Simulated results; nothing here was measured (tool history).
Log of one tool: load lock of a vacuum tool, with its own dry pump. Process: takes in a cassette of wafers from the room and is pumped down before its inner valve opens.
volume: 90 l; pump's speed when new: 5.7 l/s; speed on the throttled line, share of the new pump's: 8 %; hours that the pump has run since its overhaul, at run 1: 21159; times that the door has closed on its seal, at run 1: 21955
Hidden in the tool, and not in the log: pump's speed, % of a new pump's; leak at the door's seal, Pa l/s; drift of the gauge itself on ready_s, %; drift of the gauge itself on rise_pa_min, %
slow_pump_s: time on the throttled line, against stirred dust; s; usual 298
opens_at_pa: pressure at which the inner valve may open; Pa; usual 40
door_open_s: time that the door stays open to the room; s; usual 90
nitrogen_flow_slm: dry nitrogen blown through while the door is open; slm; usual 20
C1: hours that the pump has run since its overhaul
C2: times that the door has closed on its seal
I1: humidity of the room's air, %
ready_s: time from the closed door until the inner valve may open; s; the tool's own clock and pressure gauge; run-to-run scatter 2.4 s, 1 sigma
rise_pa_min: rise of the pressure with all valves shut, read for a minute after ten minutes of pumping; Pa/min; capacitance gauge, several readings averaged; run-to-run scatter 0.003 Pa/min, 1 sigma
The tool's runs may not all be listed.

{"run": 1, "hour": 0.0, "slow_pump_s": 298, "opens_at_pa": 40, "door_open_s": 90, "nitrogen_flow_slm": 20, "C1": 21159, "C2": 21955, "I1": 42.9, "ready_s": 425.1, "rise_pa_min": 0.091}
{"run": 2, "hour": 281.1, "slow_pump_s": 298, "opens_at_pa": 40, "door_open_s": 90, "nitrogen_flow_slm": 39, "C1": 21440, "C2": 23155, "I1": 46.8, "ready_s": 420.7, "rise_pa_min": 0.092}
{"run": 3, "hour": 713.2, "slow_pump_s": 298, "opens_at_pa": 40, "door_open_s": 90, "nitrogen_flow_slm": 39, "C1": 21872, "C2": 24999, "I1": 44, "ready_s": 420.7, "rise_pa_min": 0.098}
{"run": 4, "hour": 992.1, "slow_pump_s": 298, "opens_at_pa": 40, "door_open_s": 90, "nitrogen_flow_slm": 39, "C1": 22151, "C2": 26190, "I1": 44.4, "ready_s": 426.8, "rise_pa_min": 0.112}
{"run": 5, "hour": 1349.8, "slow_pump_s": 184, "opens_at_pa": 40, "door_open_s": 90, "nitrogen_flow_slm": 20, "C1": 22508, "C2": 27716, "I1": 43.6, "ready_s": 323.9, "rise_pa_min": 0.12}
{"run": 6, "hour": 1827.2, "slow_pump_s": 184, "opens_at_pa": 40, "door_open_s": 90, "nitrogen_flow_slm": 20, "C1": 22986, "C2": 29754, "I1": 43.2, "ready_s": 324.7, "rise_pa_min": 0.131}
{"hour": 1892.1, "done": "dry pump taken out, an overhauled one fitted"}
{"run": 7, "hour": 2249.9, "slow_pump_s": 184, "opens_at_pa": 40, "door_open_s": 90, "nitrogen_flow_slm": 20, "C1": 358, "C2": 31533, "I1": 43.6, "ready_s": 293, "rise_pa_min": 0.147}
{"run": 8, "hour": 2789.1, "slow_pump_s": 298, "opens_at_pa": 54, "door_open_s": 90, "nitrogen_flow_slm": 20, "C1": 897, "C2": 33834, "I1": 45.1, "ready_s": 393.3, "rise_pa_min": 0.161}
{"run": 9, "hour": 3066.5, "slow_pump_s": 298, "opens_at_pa": 54, "door_open_s": 90, "nitrogen_flow_slm": 20, "C1": 1174, "C2": 35018, "I1": 45.5, "ready_s": 394.3, "rise_pa_min": 0.165}
{"run": 10, "hour": 3445.7, "slow_pump_s": 298, "opens_at_pa": 41, "door_open_s": 90, "nitrogen_flow_slm": 20, "C1": 1554, "C2": 36637, "I1": 46.5, "ready_s": 404.7, "rise_pa_min": 0.178}
{"run": 11, "hour": 3956.0, "slow_pump_s": 298, "opens_at_pa": 41, "door_open_s": 90, "nitrogen_flow_slm": 20, "C1": 2064, "C2": 38815, "I1": 45.3, "ready_s": 398.5, "rise_pa_min": 0.19}
{"run": 12, "hour": 4363.9, "slow_pump_s": 298, "opens_at_pa": 41, "door_open_s": 90, "nitrogen_flow_slm": 20, "C1": 2472, "C2": 40556, "I1": 47.6, "ready_s": 397.1, "rise_pa_min": 0.216}
{"hour": 4786.4, "done": "door's seal changed, seat wiped"}
{"run": 13, "hour": 4845.1, "slow_pump_s": 298, "opens_at_pa": 41, "door_open_s": 92, "nitrogen_flow_slm": 20, "C1": 2952, "C2": 250, "I1": 46.3, "ready_s": 397.6, "rise_pa_min": 0.021}
{"run": 14, "hour": 5153.9, "slow_pump_s": 298, "opens_at_pa": 41, "door_open_s": 92, "nitrogen_flow_slm": 20, "C1": 3260, "C2": 1568, "I1": 44.2, "ready_s": 398.1, "rise_pa_min": 0.016}
{"run": 15, "hour": 5616.7, "slow_pump_s": 298, "opens_at_pa": 40, "door_open_s": 90, "nitrogen_flow_slm": 20, "C1": 3723, "C2": 3543, "I1": 44.2, "ready_s": 401.4, "rise_pa_min": 0.027}
{"run": 16, "hour": 6041.6, "slow_pump_s": 298, "opens_at_pa": 40, "door_open_s": 90, "nitrogen_flow_slm": 20, "C1": 4148, "C2": 5357, "I1": 44.9, "ready_s": 402.9, "rise_pa_min": 0.022}
{"run": 17, "hour": 6407.2, "slow_pump_s": 298, "opens_at_pa": 40, "door_open_s": 90, "nitrogen_flow_slm": 20, "C1": 4514, "C2": 6918, "I1": 46.3, "ready_s": 398.2, "rise_pa_min": 0.028}
{"run": 18, "hour": 6827.5, "slow_pump_s": 298, "opens_at_pa": 40, "door_open_s": 90, "nitrogen_flow_slm": 20, "C1": 4934, "C2": 8712, "I1": 46.2, "ready_s": 401.8, "rise_pa_min": 0.034}
{"run": 19, "hour": 7356.3, "slow_pump_s": 298, "opens_at_pa": 56, "door_open_s": 90, "nitrogen_flow_slm": 34, "C1": 5463, "C2": 10969, "I1": 47, "ready_s": 396.9, "rise_pa_min": 0.039}
{"run": 20, "hour": 7741.2, "slow_pump_s": 298, "opens_at_pa": 40, "door_open_s": 89, "nitrogen_flow_slm": 34, "C1": 5848, "C2": 12612, "I1": 43.4, "ready_s": 405.4, "rise_pa_min": 0.045}
{"run": 21, "hour": 7989.3, "slow_pump_s": 492, "opens_at_pa": 46, "door_open_s": 89, "nitrogen_flow_slm": 34, "C1": 6096, "C2": 13670, "I1": 43.7, "ready_s": 577.8, "rise_pa_min": 0.048}
{"run": 22, "hour": 8472.4, "slow_pump_s": 298, "opens_at_pa": 53, "door_open_s": 90, "nitrogen_flow_slm": 20, "C1": 6579, "C2": 15732, "I1": 48.7, "ready_s": 396.8, "rise_pa_min": 0.06}
{"run": 23, "hour": 8991.5, "slow_pump_s": 298, "opens_at_pa": 40, "door_open_s": 131, "nitrogen_flow_slm": 26, "C1": 7098, "C2": 17948, "I1": 44.8, "ready_s": 405.4, "rise_pa_min": 0.071}
{"run": 24, "hour": 9345.7, "slow_pump_s": 298, "opens_at_pa": 40, "door_open_s": 131, "nitrogen_flow_slm": 26, "C1": 7452, "C2": 19460, "I1": 45.8, "ready_s": 403, "rise_pa_min": 0.075}
{"run": 25, "hour": 9876.2, "slow_pump_s": 298, "opens_at_pa": 32, "door_open_s": 41, "nitrogen_flow_slm": 21, "C1": 7983, "C2": 21724, "I1": 44.2, "ready_s": 409.6, "rise_pa_min": 0.08}
{"run": 26, "hour": 10229.9, "slow_pump_s": 382, "opens_at_pa": 40, "door_open_s": 130, "nitrogen_flow_slm": 14, "C1": 8336, "C2": 23234, "I1": 48, "ready_s": 480.2, "rise_pa_min": 0.099}
{"run": 27, "hour": 10532.3, "slow_pump_s": 233, "opens_at_pa": 40, "door_open_s": 177, "nitrogen_flow_slm": 20, "C1": 8639, "C2": 24524, "I1": 44.1, "ready_s": 349.3, "rise_pa_min": 0.104}
{"run": 28, "hour": 11051.5, "slow_pump_s": 306, "opens_at_pa": 59, "door_open_s": 164, "nitrogen_flow_slm": 6, "C1": 9158, "C2": 26740, "I1": 45.6, "ready_s": 409.1, "rise_pa_min": 0.124}
{"run": 29, "hour": 11296.3, "slow_pump_s": 439, "opens_at_pa": 35, "door_open_s": 41, "nitrogen_flow_slm": 15, "C1": 9403, "C2": 27785, "I1": 44.2, "ready_s": 531.6, "rise_pa_min": 0.107}
{"run": 30, "hour": 11805.3, "slow_pump_s": 439, "opens_at_pa": 35, "door_open_s": 41, "nitrogen_flow_slm": 15, "C1": 9912, "C2": 29958, "I1": 43.2, "ready_s": 539, "rise_pa_min": 0.136}
{"run": 31, "hour": 12103.6, "slow_pump_s": 269, "opens_at_pa": 40, "door_open_s": 90, "nitrogen_flow_slm": 20, "C1": 10210, "C2": 31231, "I1": 46.6, "ready_s": 383.8, "rise_pa_min": 0.135}
{"run": 32, "hour": 12397.7, "slow_pump_s": 298, "opens_at_pa": 40, "door_open_s": 40, "nitrogen_flow_slm": 20, "C1": 10504, "C2": 32486, "I1": 46.4, "ready_s": 408.7, "rise_pa_min": 0.147}
{"run": 33, "hour": 12888.0, "slow_pump_s": 298, "opens_at_pa": 40, "door_open_s": 40, "nitrogen_flow_slm": 20, "C1": 10994, "C2": 34579, "I1": 47.3, "ready_s": 407.9, "rise_pa_min": 0.153}
{"run": 34, "hour": 13391.4, "slow_pump_s": 200, "opens_at_pa": 29, "door_open_s": 90, "nitrogen_flow_slm": 10, "C1": 11498, "C2": 36728, "I1": 44.4, "ready_s": 328.6, "rise_pa_min": 0.183}
{"run": 35, "hour": 13742.0, "slow_pump_s": 210, "opens_at_pa": 73, "door_open_s": 112, "nitrogen_flow_slm": 6, "C1": 11848, "C2": 38224, "I1": 44.7, "ready_s": 320.3, "rise_pa_min": 0.195}
{"run": 36, "hour": 14132.9, "slow_pump_s": 210, "opens_at_pa": 73, "door_open_s": 180, "nitrogen_flow_slm": 6, "C1": 12239, "C2": 39892, "I1": 42.8, "ready_s": 320.2, "rise_pa_min": 0.221}

Predict each of these 3 candidate next runs independently; none follows another, all start after run 36:
{"run": "A", "hour": 14385.6, "slow_pump_s": 210, "opens_at_pa": 73, "door_open_s": 157, "nitrogen_flow_slm": 6, "C1": 12492, "C2": 40971, "I1": 47.7, "ready_s": "?", "rise_pa_min": "?"}
{"run": "B", "hour": 14385.6, "slow_pump_s": 274, "opens_at_pa": 39, "door_open_s": 180, "nitrogen_flow_slm": 33, "C1": 12492, "C2": 40971, "I1": 45.5, "ready_s": "?", "rise_pa_min": "?"}
{"run": "C", "hour": 14385.6, "slow_pump_s": 470, "opens_at_pa": 40, "door_open_s": 90, "nitrogen_flow_slm": 8, "C1": 12492, "C2": 40971, "I1": 44.5, "ready_s": "?", "rise_pa_min": "?"}

run=A ready_s=321 rise_pa_min=0.231
run=B ready_s=389.2 rise_pa_min=0.21
run=C ready_s=568 rise_pa_min=0.21
With the hidden condition removed and each run's random variation left untouched, the same runs would have given:
run=A ready_s=308.6 rise_pa_min=0.034
run=B ready_s=376.3 rise_pa_min=0.016
run=C ready_s=557 rise_pa_min=0.019

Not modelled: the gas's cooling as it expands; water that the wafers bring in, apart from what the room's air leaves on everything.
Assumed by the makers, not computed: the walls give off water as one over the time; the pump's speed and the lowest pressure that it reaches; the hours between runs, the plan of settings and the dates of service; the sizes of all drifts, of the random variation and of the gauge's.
